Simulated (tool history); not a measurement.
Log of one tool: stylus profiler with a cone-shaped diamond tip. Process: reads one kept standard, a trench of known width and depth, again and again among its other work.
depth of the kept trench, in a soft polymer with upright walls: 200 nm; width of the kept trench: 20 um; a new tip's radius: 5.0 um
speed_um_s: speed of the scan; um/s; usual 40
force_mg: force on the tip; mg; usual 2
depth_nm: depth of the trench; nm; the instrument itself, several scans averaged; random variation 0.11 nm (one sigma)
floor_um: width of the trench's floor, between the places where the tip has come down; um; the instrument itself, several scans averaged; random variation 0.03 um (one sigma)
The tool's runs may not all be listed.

run 1 hour=0 | speed_um_s=40 force_mg=2 | depth_nm=201.39 floor_um=17.09
run 2 hour=87.7 | speed_um_s=40 force_mg=2.08 | depth_nm=201.2 floor_um=17.02
run 3 hour=150.5 | speed_um_s=40 force_mg=2 | depth_nm=201.29 floor_um=17.05
run 4 hour=216 | speed_um_s=40 force_mg=2 | depth_nm=201.57 floor_um=17
run 5 hour=264.8 | speed_um_s=40 force_mg=2 | depth_nm=201.5 floor_um=16.99
run 6 hour=335.4 | speed_um_s=40 force_mg=2 | depth_nm=201.57 floor_um=16.97
run 7 hour=420.3 | speed_um_s=40 force_mg=2 | depth_nm=201.4 floor_um=16.93
run 8 hour=510.6 | speed_um_s=40 force_mg=2 | depth_nm=201.43 floor_um=16.91
run 9 hour=617.3 | speed_um_s=40 force_mg=0.86 | depth_nm=201.05 floor_um=16.89
run 10 hour=681.6 | speed_um_s=40 force_mg=0.86 | depth_nm=201.07 floor_um=16.83
run 11 hour=763.9 | speed_um_s=40 force_mg=0.86 | depth_nm=201.23 floor_um=16.85
run 12 hour=816.9 | speed_um_s=40 force_mg=0.86 | depth_nm=201.19 floor_um=16.78
run 13 hour=888.4 | speed_um_s=40 force_mg=0.86 | depth_nm=201.35 floor_um=16.78
run 14 hour=969 | speed_um_s=68 force_mg=2 | depth_nm=201.87 floor_um=16.77
run 15 hour=1069.8 | speed_um_s=68 force_mg=2 | depth_nm=201.86 floor_um=16.71
-- hour=1074.9 height scale calibrated on a step standard
run 16 hour=1137.1 | speed_um_s=68 force_mg=2 | depth_nm=202.56 floor_um=16.72
run 17 hour=1219.6 | speed_um_s=68 force_mg=2 | depth_nm=202.35 floor_um=16.73
run 18 hour=1285 | speed_um_s=68 force_mg=2 | depth_nm=202.38 floor_um=16.68
-- hour=1327.8 height scale calibrated on a step standard, once more
run 19 hour=1386.2 | speed_um_s=68 force_mg=2 | depth_nm=201.19 floor_um=16.61
run 20 hour=1475.8 | speed_um_s=21 force_mg=2 | depth_nm=201.4 floor_um=16.71
run 21 hour=1527.8 | speed_um_s=21 force_mg=2 | depth_nm=201.33 floor_um=16.71
run 22 hour=1591.1 | speed_um_s=44 force_mg=2 | depth_nm=201.67 floor_um=16.66
run 23 hour=1682 | speed_um_s=11 force_mg=5.22 | depth_nm=202.36 floor_um=16.74
run 24 hour=1746.4 | speed_um_s=13 force_mg=4.54 | depth_nm=202.25 floor_um=16.71
run 25 hour=1817.2 | speed_um_s=95 force_mg=5.5 | depth_nm=202.53 floor_um=16.56
run 26 hour=1915.5 | speed_um_s=95 force_mg=5.5 | depth_nm=202.55 floor_um=16.51
run 27 hour=1977.9 | speed_um_s=18 force_mg=2 | depth_nm=201.58 floor_um=16.62
run 28 hour=2035.3 | speed_um_s=109 force_mg=1.36 | depth_nm=201.22 floor_um=16.4
run 29 hour=2135.5 | speed_um_s=127 force_mg=1.26 | depth_nm=201.23 floor_um=16.31

Forecast run 30:
run 30 hour=2180.1 | speed_um_s=127 force_mg=1.26 | depth_nm=? floor_um=?

{"run 30": {"depth_nm": 201.2, "floor_um": 16.25}}
Without the tool's hidden state the same run would have given depth_nm 200.71 nm, floor_um 16.86 um.
